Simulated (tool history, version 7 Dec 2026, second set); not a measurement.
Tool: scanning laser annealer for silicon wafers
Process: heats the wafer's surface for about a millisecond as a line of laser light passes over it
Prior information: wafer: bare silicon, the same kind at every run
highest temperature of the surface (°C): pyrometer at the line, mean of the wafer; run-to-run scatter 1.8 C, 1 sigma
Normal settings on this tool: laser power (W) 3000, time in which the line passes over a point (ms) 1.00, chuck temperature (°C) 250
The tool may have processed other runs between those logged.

| run | hour | laser power (W) | time in which the line passes over a point (ms) | chuck temperature (°C) | highest temperature of the surface (°C) |
|---|---|---|---|---|---|
| 1 | 0.0 | 3000 | 1.00 | 250 | 949 |
| 2 | 42.2 | 3000 | 1.00 | 250 | 948 |
| 3 | 73.4 | 3000 | 1.00 | 250 | 941 |
|  | 114.1 | optics aligned, line set to its width |
| 4 | 133.4 | 3000 | 1.00 | 250 | 957 |
| 5 | 183.6 | 2933 | 1.00 | 250 | 937 |
| 6 | 231.4 | 2946 | 1.00 | 250 | 940 |
| 7 | 270.3 | 2946 | 1.00 | 224 | 914 |
| 8 | 311.5 | 2946 | 1.00 | 224 | 912 |
|  | 335.4 | window over the wafer cleaned |
| 9 | 362.7 | 2946 | 1.00 | 224 | 937 |
| 10 | 419.1 | 2946 | 1.00 | 224 | 934 |
| 11 | 443.3 | 2946 | 1.00 | 224 | 933 |
| 12 | 481.4 | 2946 | 1.00 | 224 | 935 |
| 13 | 516.1 | 2713 | 1.09 | 250 | 926 |
| 14 | 544.1 | 3000 | 1.01 | 250 | 975 |
| 15 | 590.5 | 2761 | 1.01 | 236 | 896 |
| 16 | 619.0 | 2761 | 1.01 | 236 | 895 |
| 17 | 665.7 | 2761 | 1.11 | 228 | 918 |
| 18 | 717.0 | 3286 | 1.11 | 228 | 1058 |
| 19 | 764.4 | 2783 | 1.11 | 257 | 948 |
| 20 | 811.8 | 3136 | 0.78 | 250 | 906 |
| 21 | 853.7 | 3136 | 0.78 | 250 | 909 |

Predict each of these 5 candidate next runs independently; none follows another, all start after run 21:
| A | 893.1 | 3259 | 0.96 | 238 | ? |
| B | 893.1 | 2860 | 0.79 | 222 | ? |
| C | 893.1 | 3085 | 1.00 | 250 | ? |
| D | 893.1 | 3111 | 1.00 | 250 | ? |
| E | 893.1 | 3074 | 1.00 | 250 | ? |

| run | highest temperature of the surface (°C) |
|---|---|
| A | 995 |
| B | 819 |
| C | 979 |
| D | 984 |
| E | 976 |
Had the tool no hidden state, the same runs would have come out as:
| run | highest temperature of the surface (°C) |
|---|---|
| A | 1030 |
| B | 847 |
| C | 1012 |
| D | 1018 |
| E | 1009 |

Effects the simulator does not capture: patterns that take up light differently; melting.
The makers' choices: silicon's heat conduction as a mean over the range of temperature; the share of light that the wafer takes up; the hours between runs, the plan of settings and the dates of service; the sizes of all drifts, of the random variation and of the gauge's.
